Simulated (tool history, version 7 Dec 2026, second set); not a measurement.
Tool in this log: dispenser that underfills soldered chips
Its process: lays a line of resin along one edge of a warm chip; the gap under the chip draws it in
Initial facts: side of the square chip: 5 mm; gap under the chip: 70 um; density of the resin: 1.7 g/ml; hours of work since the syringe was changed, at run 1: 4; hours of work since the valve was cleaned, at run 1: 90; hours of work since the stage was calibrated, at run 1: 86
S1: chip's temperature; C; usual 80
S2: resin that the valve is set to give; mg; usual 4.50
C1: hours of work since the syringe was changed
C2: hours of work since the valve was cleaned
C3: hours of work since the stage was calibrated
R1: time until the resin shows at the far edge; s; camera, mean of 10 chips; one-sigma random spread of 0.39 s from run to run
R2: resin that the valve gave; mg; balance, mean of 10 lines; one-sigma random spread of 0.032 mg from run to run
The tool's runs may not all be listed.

Run 1, hour 0.0: usual settings; C1 4; C2 90; C3 86. Result: R1 28.3 s, R2 4.34 mg.
Run 2, hour 2.8: usual settings; C1 5; C2 92; C3 88. Result: R1 30.3 s, R2 4.34 mg.
Run 3, hour 5.8: usual settings; C1 7; C2 94; C3 90. Result: R1 32.0 s, R2 4.32 mg.
Run 4, hour 9.6: usual settings; C1 9; C2 96; C3 92. Result: R1 36.6 s, R2 4.41 mg.
At hour 12.4: new syringe of resin.
Run 5, hour 14.4: usual settings; C1 1; C2 99; C3 95. Result: R1 26.5 s, R2 4.27 mg.
Run 6, hour 18.6: usual settings; C1 4; C2 102; C3 97. Result: R1 29.6 s, R2 4.34 mg.
Run 7, hour 22.1: usual settings; C1 6; C2 104; C3 100. Result: R1 32.1 s, R2 4.31 mg.
Run 8, hour 24.8: usual settings; C1 8; C2 105; C3 101. Result: R1 34.1 s, R2 4.32 mg.
Run 9, hour 29.4: usual settings but S2 4.29 mg; C1 10; C2 108; C3 104. Result: R1 38.9 s, R2 4.09 mg.
At hour 30.4: new syringe of resin.
Run 10, hour 32.4: usual settings but S1 66 C; C1 1; C2 110; C3 106. Result: R1 55.9 s, R2 4.38 mg.
Run 11, hour 35.6: usual settings; C1 3; C2 112; C3 108. Result: R1 28.5 s, R2 4.27 mg.
Run 12, hour 38.8: usual settings; C1 5; C2 114; C3 110. Result: R1 30.5 s, R2 4.28 mg.
Run 13, hour 41.3: usual settings; C1 7; C2 115; C3 111. Result: R1 33.2 s, R2 4.33 mg.
Run 14, hour 44.0: usual settings; C1 8; C2 117; C3 113. Result: R1 34.9 s, R2 4.31 mg.
Run 15, hour 46.4: usual settings; C1 10; C2 118; C3 114. Result: R1 37.4 s, R2 4.34 mg.
At hour 48.7: new syringe of resin.
Run 16, hour 49.3: usual settings; C1 0; C2 120; C3 116. Result: R1 25.1 s, R2 4.33 mg.
Run 17, hour 53.6: usual settings; C1 3; C2 123; C3 119. Result: R1 27.6 s, R2 4.33 mg.
Run 18, hour 57.7: usual settings; C1 6; C2 125; C3 121. Result: R1 29.7 s, R2 4.33 mg.
Run 19, hour 61.6: usual settings; C1 8; C2 128; C3 123. Result: R1 33.8 s, R2 4.38 mg.
At hour 66.7: new syringe of resin.
Run 20, hour 66.7: usual settings; C1 0; C2 131; C3 126. Result: R1 24.5 s, R2 4.29 mg.
Run 21, hour 70.6: usual settings; C1 2; C2 133; C3 129. Result: R1 27.1 s, R2 4.29 mg.
Run 22, hour 74.3: usual settings; C1 5; C2 135; C3 131. Result: R1 28.8 s, R2 4.28 mg.
Run 23, hour 77.9: usual settings; C1 7; C2 137; C3 133. Result: R1 32.5 s, R2 4.33 mg.
Run 24, hour 81.5: usual settings but S2 4.90 mg; C1 9; C2 140; C3 135. Result: R1 34.6 s, R2 4.72 mg.
At hour 84.9: new syringe of resin.
Run 25, hour 84.9: usual settings but S2 4.90 mg; C1 0; C2 142; C3 137. Result: R1 25.1 s, R2 4.67 mg.
Run 26, hour 89.2: usual settings but S1 65 C, S2 5.25 mg; C1 3; C2 144; C3 140. Result: R1 58.7 s, R2 5.04 mg.
Run 27, hour 91.4: usual settings but S1 65 C, S2 5.25 mg; C1 4; C2 146; C3 141. Result: R1 62.5 s, R2 4.99 mg.
At hour 94.5: dispensing valve cleaned and set on the balance.
Run 28, hour 94.6: usual settings but S1 65 C, S2 5.25 mg; C1 5; C2 0; C3 143. Result: R1 65.5 s, R2 5.22 mg.
Run 29, hour 98.9: usual settings but S1 65 C, S2 5.25 mg; C1 8; C2 3; C3 145. Result: R1 71.9 s, R2 5.21 mg.
Run 30, hour 102.8: usual settings but S1 65 C, S2 5.25 mg; C1 10; C2 5; C3 148. Result: R1 80.3 s, R2 5.24 mg.
At hour 103.9: new syringe of resin.
Run 31, hour 106.3: usual settings but S1 65 C, S2 5.25 mg; C1 1; C2 7; C3 150. Result: R1 54.8 s, R2 5.22 mg.
Run 32, hour 109.8: usual settings but S1 69 C, S2 4.73 mg; C1 4; C2 9; C3 152. Result: R1 50.1 s, R2 4.66 mg.
Run 33, hour 113.9: usual settings but S1 88 C, S2 3.85 mg; C1 6; C2 12; C3 154. Result: R1 21.5 s, R2 3.78 mg.
Run 34, hour 116.1: usual settings but S1 65 C, S2 4.79 mg; C1 7; C2 13; C3 156. Result: R1 72.3 s, R2 4.78 mg.
Run 35, hour 120.3: usual settings but S1 72 C, S2 4.11 mg; C1 10; C2 16; C3 158. Result: R1 54.6 s, R2 4.07 mg.
At hour 122.1: new syringe of resin.
Run 36, hour 124.3: usual settings but S1 72 C, S2 4.11 mg; C1 1; C2 18; C3 161. Result: R1 38.0 s, R2 4.06 mg.

Predict each of these 4 candidate next runs independently; none follows another, all start after run 36:
Run A, hour 127.7: usual settings but S2 5.67 mg; C1 3; C2 20; C3 163. Result: R1 ?, R2 ?.
Run B, hour 127.7: usual settings but S1 79 C, S2 4.20 mg; C1 3; C2 20; C3 163. Result: R1 ?, R2 ?.
Run C, hour 127.7: usual settings but S1 70 C, S2 5.44 mg; C1 3; C2 20; C3 163. Result: R1 ?, R2 ?.
Run D, hour 127.7: usual settings but S1 72 C, S2 4.12 mg; C1 3; C2 20; C3 163. Result: R1 ?, R2 ?.

run    R1    R2
  A  27.2  5.61
  B  28.8  4.13
  C  45.6  5.36
  D  42.2  4.10
With no hidden state in the tool, these same runs would have given:
run    R1    R2
  A  24.8  5.65
  B  26.2  4.16
  C  41.7  5.40
  D  38.6  4.13
